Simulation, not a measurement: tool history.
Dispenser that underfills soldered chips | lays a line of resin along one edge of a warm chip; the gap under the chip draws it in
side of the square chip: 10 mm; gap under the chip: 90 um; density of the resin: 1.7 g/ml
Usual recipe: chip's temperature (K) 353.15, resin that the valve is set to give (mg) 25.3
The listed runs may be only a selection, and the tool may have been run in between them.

run,hour,chip's temperature (K),resin that the valve is set to give (mg),time until the resin shows at the far edge (s),resin that the valve gave (mg)
1,0,353.15,25.3,50.1,25.02
2,3.1,353.15,25.3,60.7,25.03
# hour 5.5: new syringe of resin
3,7.6,353.15,25.3,48.8,24.96
4,11.3,338.15,25.3,105.9,24.95
# hour 12.8: new syringe of resin
5,14.9,338.15,25.3,83.9,24.94
6,18.9,338.15,25.3,107.9,24.88
# hour 20.3: new syringe of resin
7,23,338.15,25.3,88.1,24.84
8,26.5,353.15,25.3,65.8,24.72
# hour 27.4: new syringe of resin
9,31.2,353.15,22.7,57.4,22.16
# hour 34.7: new syringe of resin
10,35,353.15,22.7,44.1,22.16
11,38,353.15,22.7,52.9,22.12
12,41.1,353.15,25.3,64.9,24.57
# hour 41.9: new syringe of resin
13,46.1,353.15,25.3,55.6,24.63
# hour 49.2: new syringe of resin
14,50,353.15,25.3,44.3,24.6
15,54.2,353.15,22.2,61.6,21.47
# hour 56.7: new syringe of resin
16,59.1,346.15,23.2,64.5,22.42
17,61.8,346.15,23.2,77.6,22.31
# hour 63.9: new syringe of resin
18,65.1,346.15,23.2,60.1,22.34
19,69.3,346.15,31.9,75.1,30.88
# hour 71.2: new syringe of resin
20,74.4,346.15,31.9,66.4,30.69
# hour 78.8: dispensing valve cleaned and set on the balance
21,78.9,361.15,26.9,50.6,26.82
# hour 79.5: new syringe of resin
22,81.9,361.15,26.9,38.4,26.88
23,85.5,343.15,32.3,85.7,32.09
# hour 86.7: new syringe of resin
24,90,343.15,32.3,69.9,32.15
25,93.5,353.15,29,66.1,28.81
# hour 94.1: new syringe of resin
26,97,345.15,24.6,68,24.38
27,99.4,339.15,27.6,99.4,27.37
# hour 101.3: new syringe of resin
28,102.5,339.15,27.6,75.8,27.35
29,107,339.15,27.6,99.8,27.28

Alternative continuations, all from the tool just after run 29; predict every row:
# hour 108.6: new syringe of resin
A,110.6,367.15,23.1,?,?
# hour 108.6: new syringe of resin
B,110.6,339.15,30.4,?,?
# hour 108.6: new syringe of resin
C,110.6,338.15,22.8,?,?

run,time until the resin shows at the far edge (s),resin that the valve gave (mg)
A,31.2,22.84
B,78.8,30.02
C,83.6,22.47
With no hidden state in the tool, these same runs would have given:
run,time until the resin shows at the far edge (s),resin that the valve gave (mg)
A,27.7,23.13
B,70.4,30.4
C,74.5,22.75

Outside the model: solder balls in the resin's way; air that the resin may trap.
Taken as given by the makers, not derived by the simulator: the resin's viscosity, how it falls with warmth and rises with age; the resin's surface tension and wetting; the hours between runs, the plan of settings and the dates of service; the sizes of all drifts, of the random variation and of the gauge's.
